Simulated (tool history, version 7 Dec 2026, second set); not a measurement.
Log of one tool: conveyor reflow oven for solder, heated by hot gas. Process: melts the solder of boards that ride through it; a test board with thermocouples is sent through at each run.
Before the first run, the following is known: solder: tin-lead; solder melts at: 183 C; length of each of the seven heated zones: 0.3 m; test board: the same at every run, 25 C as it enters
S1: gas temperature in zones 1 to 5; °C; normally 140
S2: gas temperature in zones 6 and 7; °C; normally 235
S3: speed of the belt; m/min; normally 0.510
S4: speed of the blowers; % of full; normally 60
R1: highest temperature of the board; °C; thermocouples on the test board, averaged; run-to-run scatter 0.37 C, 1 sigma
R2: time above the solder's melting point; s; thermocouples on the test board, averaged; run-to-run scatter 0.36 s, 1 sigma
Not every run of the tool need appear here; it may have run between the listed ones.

Run 1, hour 0.0: usual settings. Result: R1 210.2 °C, R2 46.1 s.
Run 2, hour 14.0: usual settings. Result: R1 210.2 °C, R2 46.8 s.
Run 3, hour 27.8: usual settings. Result: R1 209.7 °C, R2 45.9 s.
Run 4, hour 34.6: usual settings. Result: R1 210.0 °C, R2 46.1 s.
At hour 44.0: flux residue cleaned out of gas plates and filters.
Run 5, hour 54.5: usual settings. Result: R1 211.1 °C, R2 47.8 s.
Run 6, hour 64.5: usual settings but S1 145 °C. Result: R1 213.1 °C, R2 51.1 s.
At hour 69.8: belt drive overhauled, speed set with a stopwatch.
Run 7, hour 76.5: usual settings but S1 145 °C. Result: R1 212.8 °C, R2 50.8 s.
Run 8, hour 85.3: usual settings but S1 145 °C. Result: R1 212.9 °C, R2 50.6 s.
At hour 96.7: belt drive overhauled, speed set with a stopwatch, once more.
Run 9, hour 101.1: usual settings but S4 63 % of full. Result: R1 211.3 °C, R2 47.0 s.
Run 10, hour 110.2: usual settings but S4 63 % of full. Result: R1 211.9 °C, R2 48.0 s.
Run 11, hour 120.3: usual settings but S4 63 % of full. Result: R1 211.3 °C, R2 47.9 s.
Run 12, hour 129.5: usual settings but S1 127 °C, S2 236 °C, S4 78 % of full. Result: R1 214.0 °C, R2 46.8 s.
Run 13, hour 140.5: usual settings but S1 127 °C, S2 236 °C, S4 78 % of full. Result: R1 213.6 °C, R2 46.7 s.
Run 14, hour 153.3: usual settings but S1 127 °C, S2 236 °C, S4 78 % of full. Result: R1 214.1 °C, R2 46.5 s.
Run 15, hour 168.0: usual settings but S1 127 °C, S2 236 °C, S4 78 % of full. Result: R1 213.7 °C, R2 45.9 s.

Below are 3 alternative next runs, each starting from the tool's condition after run 15. Predict each:
Run A, hour 175.0: usual settings but S1 139 °C, S2 236 °C, S3 0.569 m/min. Result: R1 ?, R2 ?.
Run B, hour 175.0: usual settings but S1 125 °C, S2 236 °C, S3 0.442 m/min, S4 78 % of full. Result: R1 ?, R2 ?.
Run C, hour 175.0: usual settings but S1 152 °C, S3 0.448 m/min, S4 78 % of full. Result: R1 ?, R2 ?.

run     R1    R2
  A  206.2  37.3
  B  218.6  57.6
  C  221.4  69.6
Without the tool's unlogged condition, the same runs would have read:
run     R1    R2
  A  207.3  38.3
  B  219.9  58.5
  C  222.4  70.1
